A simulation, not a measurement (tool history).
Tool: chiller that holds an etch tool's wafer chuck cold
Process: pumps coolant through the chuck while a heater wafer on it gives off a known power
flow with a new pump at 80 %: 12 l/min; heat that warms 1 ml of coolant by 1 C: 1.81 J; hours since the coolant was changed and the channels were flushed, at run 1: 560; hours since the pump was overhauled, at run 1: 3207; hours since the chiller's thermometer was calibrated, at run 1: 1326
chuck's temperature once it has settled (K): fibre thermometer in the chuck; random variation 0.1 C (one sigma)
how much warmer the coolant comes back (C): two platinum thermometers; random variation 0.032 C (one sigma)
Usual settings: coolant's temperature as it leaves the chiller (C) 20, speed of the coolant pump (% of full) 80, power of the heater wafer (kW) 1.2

run,day,coolant's temperature as it leaves the chiller (C),speed of the coolant pump (% of full),power of the heater wafer (kW),hours since the coolant was changed and the channels were flushed,hours since the pump was overhauled,hours since the chiller's thermometer was calibrated,chuck's temperature once it has settled (K),how much warmer the coolant comes back (C)
1,0,20,80,1.2,560,3207,1326,302.75,3.5
2,3.208,20,80,1.2,637,3284,1403,302.55,3.49
3,5.846,20,80,1.2,700,3347,1466,302.65,3.52
4,9.388,20,93,1.2,785,3432,1551,301.65,3.03
5,13.696,20,80,1.2,888,3535,1654,302.85,3.55
# day 14.058: chiller's thermometer calibrated
6,18.008,20,80,1.2,991,3638,95,303.05,3.58
7,23.954,20,80,1.2,1134,3781,238,303.25,3.56
8,28.029,11,80,1.13,1231,3878,335,293.85,3.41
# day 28.529: chiller's thermometer calibrated, once more
9,33.504,13,97,0.68,1362,4009,119,290.85,1.64
10,37.975,27,80,0.639,1469,4116,227,305.35,1.84
11,43.85,11,72,1.086,1610,4257,368,293.55,3.6
12,49.346,27,82,1.2,1742,4389,500,309.45,3.47
13,52.517,20,88,1.2,1818,4465,576,302.05,3.32

3 ways to go on from here, each from the tool as it stands after run 13. What would each give?
A,55.496,18,65,0.698,1890,4537,647,?,?
B,55.496,29,82,0.68,1890,4537,647,?,?
C,55.496,20,88,1.2,1890,4537,647,?,?

run,chuck's temperature once it has settled (K),how much warmer the coolant comes back (C)
A,298.05,2.56
B,307.65,1.98
C,302.25,3.29
Without the tool's hidden state the same runs would have given:
run,chuck's temperature once it has settled (K),how much warmer the coolant comes back (C)
A,297.25,2.36
B,306.95,1.83
C,301.15,3.05
